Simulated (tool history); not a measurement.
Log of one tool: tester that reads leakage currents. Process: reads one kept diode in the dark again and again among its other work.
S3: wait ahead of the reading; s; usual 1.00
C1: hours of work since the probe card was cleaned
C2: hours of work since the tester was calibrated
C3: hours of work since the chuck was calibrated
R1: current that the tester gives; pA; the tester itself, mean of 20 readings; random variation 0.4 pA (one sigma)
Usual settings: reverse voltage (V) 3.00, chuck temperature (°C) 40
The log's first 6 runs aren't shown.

run 7 hour=289.6 | reverse_voltage_(V)=1.12 chuck_temperature_(°C)=40 S3=1.00 | C1=1191 C2=467 C3=861 | R1=90.37
run 8 hour=353.7 | reverse_voltage_(V)=1.12 chuck_temperature_(°C)=40 S3=1.00 | C1=1235 C2=511 C3=905 | R1=90.37
run 9 hour=392.0 | reverse_voltage_(V)=1.12 chuck_temperature_(°C)=40 S3=1.00 | C1=1261 C2=537 C3=932 | R1=90.38
run 10 hour=456.6 | reverse_voltage_(V)=1.12 chuck_temperature_(°C)=40 S3=1.00 | C1=1305 C2=581 C3=976 | R1=90.38
-- hour=498.6 probe card cleaned and baked
run 11 hour=524.5 | reverse_voltage_(V)=3.00 chuck_temperature_(°C)=40 S3=1.00 | C1=18 C2=626 C3=1021 | R1=132.78
run 12 hour=556.5 | reverse_voltage_(V)=3.00 chuck_temperature_(°C)=40 S3=0.38 | C1=40 C2=648 C3=1043 | R1=135.17
run 13 hour=604.1 | reverse_voltage_(V)=3.00 chuck_temperature_(°C)=40 S3=0.38 | C1=72 C2=681 C3=1076 | R1=135.05
run 14 hour=640.0 | reverse_voltage_(V)=3.00 chuck_temperature_(°C)=40 S3=0.38 | C1=97 C2=705 C3=1100 | R1=134.73
run 15 hour=677.2 | reverse_voltage_(V)=3.00 chuck_temperature_(°C)=40 S3=0.38 | C1=123 C2=731 C3=1126 | R1=134.66
run 16 hour=719.0 | reverse_voltage_(V)=1.74 chuck_temperature_(°C)=21 S3=0.98 | C1=151 C2=760 C3=1154 | R1=21.06
run 17 hour=753.7 | reverse_voltage_(V)=3.00 chuck_temperature_(°C)=36 S3=1.00 | C1=175 C2=783 C3=1178 | R1=96.07
run 18 hour=783.2 | reverse_voltage_(V)=3.00 chuck_temperature_(°C)=40 S3=3.78 | C1=196 C2=804 C3=1199 | R1=131.79
run 19 hour=829.9 | reverse_voltage_(V)=3.00 chuck_temperature_(°C)=40 S3=3.78 | C1=228 C2=836 C3=1231 | R1=132.69
run 20 hour=879.6 | reverse_voltage_(V)=2.21 chuck_temperature_(°C)=52 S3=4.81 | C1=262 C2=870 C3=1265 | R1=301.00
run 21 hour=931.7 | reverse_voltage_(V)=8.38 chuck_temperature_(°C)=31 S3=1.00 | C1=298 C2=906 C3=1301 | R1=96.04
run 22 hour=972.0 | reverse_voltage_(V)=3.00 chuck_temperature_(°C)=40 S3=2.78 | C1=325 C2=933 C3=1328 | R1=132.60
run 23 hour=1029.9 | reverse_voltage_(V)=3.00 chuck_temperature_(°C)=40 S3=2.78 | C1=365 C2=973 C3=1368 | R1=132.96
run 24 hour=1096.5 | reverse_voltage_(V)=3.00 chuck_temperature_(°C)=23 S3=0.99 | C1=411 C2=1019 C3=1414 | R1=31.37
run 25 hour=1157.7 | reverse_voltage_(V)=11.06 chuck_temperature_(°C)=40 S3=9.35 | C1=453 C2=1061 C3=1456 | R1=221.02
run 26 hour=1206.9 | reverse_voltage_(V)=11.06 chuck_temperature_(°C)=40 S3=7.77 | C1=487 C2=1095 C3=1490 | R1=220.59
run 27 hour=1266.1 | reverse_voltage_(V)=2.79 chuck_temperature_(°C)=46 S3=4.83 | C1=527 C2=1136 C3=1530 | R1=207.72
run 28 hour=1331.1 | reverse_voltage_(V)=2.79 chuck_temperature_(°C)=46 S3=4.83 | C1=572 C2=1180 C3=1575 | R1=209.14
run 29 hour=1365.5 | reverse_voltage_(V)=5.95 chuck_temperature_(°C)=26 S3=4.83 | C1=596 C2=1204 C3=1599 | R1=52.88
run 30 hour=1401.9 | reverse_voltage_(V)=5.95 chuck_temperature_(°C)=26 S3=4.83 | C1=621 C2=1229 C3=1624 | R1=52.57

5 ways to go on from here, each from the tool as it stands after run 30. What would each give?
run A hour=1466.1 | reverse_voltage_(V)=5.95 chuck_temperature_(°C)=25 S3=4.83 | C1=665 C2=1273 C3=1668 | R1=?
run B hour=1466.1 | reverse_voltage_(V)=9.42 chuck_temperature_(°C)=35 S3=4.83 | C1=665 C2=1273 C3=1668 | R1=?
run C hour=1466.1 | reverse_voltage_(V)=1.33 chuck_temperature_(°C)=47 S3=1.10 | C1=665 C2=1273 C3=1668 | R1=?
run D hour=1466.1 | reverse_voltage_(V)=3.00 chuck_temperature_(°C)=25 S3=1.00 | C1=665 C2=1273 C3=1668 | R1=?
run E hour=1466.1 | reverse_voltage_(V)=12.44 chuck_temperature_(°C)=28 S3=4.03 | C1=665 C2=1273 C3=1668 | R1=?

run=A R1=48.05
run=B R1=138.02
run=C R1=168.76
run=D R1=37.56
run=E R1=84.97
Without the tool's hidden state the same runs would have given:
run=A R1=48.01
run=B R1=137.93
run=C R1=168.69
run=D R1=37.53
run=E R1=84.89

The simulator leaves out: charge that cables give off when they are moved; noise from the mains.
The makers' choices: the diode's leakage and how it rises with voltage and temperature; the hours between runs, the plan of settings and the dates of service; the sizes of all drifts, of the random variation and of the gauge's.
